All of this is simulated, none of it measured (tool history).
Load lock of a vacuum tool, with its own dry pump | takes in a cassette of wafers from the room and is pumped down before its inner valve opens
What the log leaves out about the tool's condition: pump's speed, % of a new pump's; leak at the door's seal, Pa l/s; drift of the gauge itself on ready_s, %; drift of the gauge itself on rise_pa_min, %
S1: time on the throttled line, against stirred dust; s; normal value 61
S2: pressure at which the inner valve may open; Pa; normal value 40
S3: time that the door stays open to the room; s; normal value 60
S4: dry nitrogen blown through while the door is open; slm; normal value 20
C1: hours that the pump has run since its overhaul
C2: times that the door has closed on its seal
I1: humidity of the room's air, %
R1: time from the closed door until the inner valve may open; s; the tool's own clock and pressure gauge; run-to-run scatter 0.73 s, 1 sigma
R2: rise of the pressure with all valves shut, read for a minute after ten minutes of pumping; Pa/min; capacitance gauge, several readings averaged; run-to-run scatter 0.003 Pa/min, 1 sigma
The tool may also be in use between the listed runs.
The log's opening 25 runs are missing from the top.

{"run": 26, "day": 375.754, "S1": 63, "S2": 40, "S3": 55, "S4": 20, "C1": 9047, "C2": 47037, "I1": 44.0, "R1": 117.7, "R2": 0.365}
{"run": 27, "day": 395.742, "S1": 63, "S2": 40, "S3": 55, "S4": 20, "C1": 9527, "C2": 47829, "I1": 40.9, "R1": 117.9, "R2": 0.373}
{"run": 28, "day": 414.912, "S1": 63, "S2": 40, "S3": 237, "S4": 20, "C1": 9987, "C2": 48590, "I1": 46.4, "R1": 119.3, "R2": 0.441}
{"run": 29, "day": 423.496, "S1": 61, "S2": 53, "S3": 60, "S4": 20, "C1": 10193, "C2": 48931, "I1": 48.8, "R1": 115.6, "R2": 0.387}
{"run": 30, "day": 441.104, "S1": 31, "S2": 33, "S3": 202, "S4": 10, "C1": 10616, "C2": 49629, "I1": 45.7, "R1": 97.6, "R2": 0.457}
{"run": 31, "day": 450.342, "S1": 31, "S2": 33, "S3": 202, "S4": 10, "C1": 10837, "C2": 49995, "I1": 47.0, "R1": 97.6, "R2": 0.479}
{"run": 32, "day": 470.583, "S1": 31, "S2": 33, "S3": 202, "S4": 10, "C1": 11323, "C2": 50798, "I1": 42.3, "R1": 98.8, "R2": 0.474}
{"run": 33, "day": 481.183, "S1": 31, "S2": 33, "S3": 202, "S4": 10, "C1": 11578, "C2": 51219, "I1": 46.7, "R1": 99.7, "R2": 0.477}

Here are 4 independent what-if runs from the current tool condition. What would each one return?
{"run": "A", "day": 493.104, "S1": 65, "S2": 33, "S3": 50, "S4": 10, "C1": 11864, "C2": 51692, "I1": 43.2, "R1": "?", "R2": "?"}
{"run": "B", "day": 493.104, "S1": 31, "S2": 29, "S3": 94, "S4": 6, "C1": 11864, "C2": 51692, "I1": 43.8, "R1": "?", "R2": "?"}
{"run": "C", "day": 493.104, "S1": 33, "S2": 33, "S3": 202, "S4": 10, "C1": 11864, "C2": 51692, "I1": 45.8, "R1": "?", "R2": "?"}
{"run": "D", "day": 493.104, "S1": 31, "S2": 33, "S3": 211, "S4": 15, "C1": 11864, "C2": 51692, "I1": 43.4, "R1": "?", "R2": "?"}

run=A R1=123.9 R2=0.423
run=B R1=99.5 R2=0.440
run=C R1=99.6 R2=0.490
run=D R1=99.7 R2=0.461
The same runs, with their run-to-run variation unchanged, on a tool lacking any hidden condition would have given:
run=A R1=117.2 R2=0.036
run=B R1=91.6 R2=0.063
run=C R1=91.7 R2=0.100
run=D R1=91.7 R2=0.082
